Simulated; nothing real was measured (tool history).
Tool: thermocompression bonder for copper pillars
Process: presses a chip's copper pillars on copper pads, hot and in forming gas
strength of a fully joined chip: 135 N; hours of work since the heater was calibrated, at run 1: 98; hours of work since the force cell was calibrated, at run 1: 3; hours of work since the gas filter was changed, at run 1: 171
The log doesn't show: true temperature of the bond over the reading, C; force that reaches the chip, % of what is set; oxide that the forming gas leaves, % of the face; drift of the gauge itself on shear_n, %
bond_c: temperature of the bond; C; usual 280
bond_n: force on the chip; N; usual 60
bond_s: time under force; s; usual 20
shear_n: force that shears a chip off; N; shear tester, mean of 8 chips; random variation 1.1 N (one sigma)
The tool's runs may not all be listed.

run	hour	bond_c	bond_n	bond_s	hours of work since the heater was calibrated	hours of work since the force cell was calibrated	hours of work since the gas filter was changed	shear_n
1	0	280	60	20	98	3	171	86.4
2	20.1	280	60	20	107	12	180	87.4
# hour 49.4: forming gas filter changed
3	50	280	60	14	121	25	0	89.9
4	65.1	280	60	14	128	32	7	89.3
5	92.5	280	60	58	140	45	20	121.4
6	109.8	280	60	58	148	53	28	117.5
7	125	280	60	58	155	60	35	116.5
8	137.9	280	60	58	161	66	41	116.6
9	159.4	280	81	20	171	75	50	108.4
10	182.7	280	81	20	181	86	61	109.1
11	199.6	280	81	20	189	94	69	107.2
12	222.8	302	81	20	200	104	79	116.1
13	237.7	280	60	53	207	111	86	112.5
14	266.5	280	69	20	220	124	100	100.3
15	281.6	280	69	20	227	131	106	101.6
16	309.4	280	69	20	240	144	119	99.5
17	335.6	256	69	20	252	156	131	80.2
18	362.4	303	69	20	264	168	143	109.2
19	378.6	303	69	21	271	176	151	108
20	394.6	303	69	21	279	183	158	108.2
21	414.1	310	60	20	288	192	167	108
22	431.2	307	55	10	295	200	175	88.3
23	461	307	55	17	309	214	189	100.3
# hour 471.6: forming gas filter changed
24	477	303	88	13	316	221	2	120.9
25	495.8	282	52	15	325	229	11	86.9
26	516	302	85	10	334	239	20	114.2
27	539.3	277	60	18	345	249	31	94
28	553.6	258	54	52	351	256	38	98.6
29	566	271	60	22	357	262	43	95.1
30	583.1	304	60	20	365	269	51	113.1
31	608.5	300	39	47	376	281	63	109
32	623.8	304	41	20	383	288	70	96.3
33	640.5	304	41	13	391	296	77	87.6
34	663.4	304	41	13	402	306	88	86
35	679.5	304	41	13	409	314	95	84.7
36	695.3	297	76	13	416	321	103	105.4
37	714.9	258	81	26	425	330	112	97.5
38	740.1	274	74	10	437	341	123	83
39	762.3	271	74	31	447	352	133	102.5
40	779.3	269	60	44	455	359	141	100.8
41	794.3	269	60	44	462	366	148	103

Forecast each of these 3 alternatives for the next run:
A	811.6	280	85	18	469	374	156	?
B	811.6	267	65	16	469	374	156	?
C	811.6	308	85	50	469	374	156	?

run	shear_n
A	103.3
B	80
C	120.6
Without the tool's hidden state the same runs would have given:
run	shear_n
A	110.2
B	83.6
C	132.7
